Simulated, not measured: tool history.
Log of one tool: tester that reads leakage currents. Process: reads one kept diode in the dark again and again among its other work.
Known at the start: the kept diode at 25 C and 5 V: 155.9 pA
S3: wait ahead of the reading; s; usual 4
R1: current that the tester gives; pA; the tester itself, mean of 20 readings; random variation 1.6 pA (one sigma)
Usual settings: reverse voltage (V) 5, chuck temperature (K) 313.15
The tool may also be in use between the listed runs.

Run 1, hour 0: usual settings. Result: R1 544.01 pA.
Run 2, hour 188.1: usual settings. Result: R1 543.17 pA.
Run 3, hour 311: usual settings. Result: R1 540.51 pA.
Run 4, hour 532.8: usual settings but chuck temperature (K) 316.15. Result: R1 687.31 pA.
Run 5, hour 740.6: usual settings but chuck temperature (K) 316.15. Result: R1 684.5 pA.
Run 6, hour 966.7: usual settings but chuck temperature (K) 316.15. Result: R1 683.97 pA.
Run 7, hour 1143.5: usual settings but chuck temperature (K) 316.15. Result: R1 687.78 pA.
At hour 1333.5: probe card cleaned and baked.
Run 8, hour 1403.9: usual settings. Result: R1 541.75 pA.
Run 9, hour 1600.8: usual settings. Result: R1 538.1 pA.
Run 10, hour 1767.3: usual settings. Result: R1 542.51 pA.
Run 11, hour 1874: usual settings. Result: R1 545.23 pA.
Run 12, hour 2115.6: usual settings. Result: R1 543.5 pA.
Run 13, hour 2353.2: usual settings but reverse voltage (V) 8.48, chuck temperature (K) 298.15, S3 4.1 s. Result: R1 191.09 pA.
Run 14, hour 2516.5: usual settings but reverse voltage (V) 17.97, chuck temperature (K) 315.15. Result: R1 1031.74 pA.
Run 15, hour 2702.5: usual settings but chuck temperature (K) 328.15. Result: R1 1691.16 pA.
Run 16, hour 2870.7: usual settings but chuck temperature (K) 328.15. Result: R1 1674.64 pA.

The next listed run, before its measurement:
Run 17, hour 3051.1: usual settings but reverse voltage (V) 10.39, chuck temperature (K) 328.15. Result: R1 ?.

Run 17 gave R1 2227.88 pA.
Without the tool's hidden state the same run would have given R1 2232.44 pA.

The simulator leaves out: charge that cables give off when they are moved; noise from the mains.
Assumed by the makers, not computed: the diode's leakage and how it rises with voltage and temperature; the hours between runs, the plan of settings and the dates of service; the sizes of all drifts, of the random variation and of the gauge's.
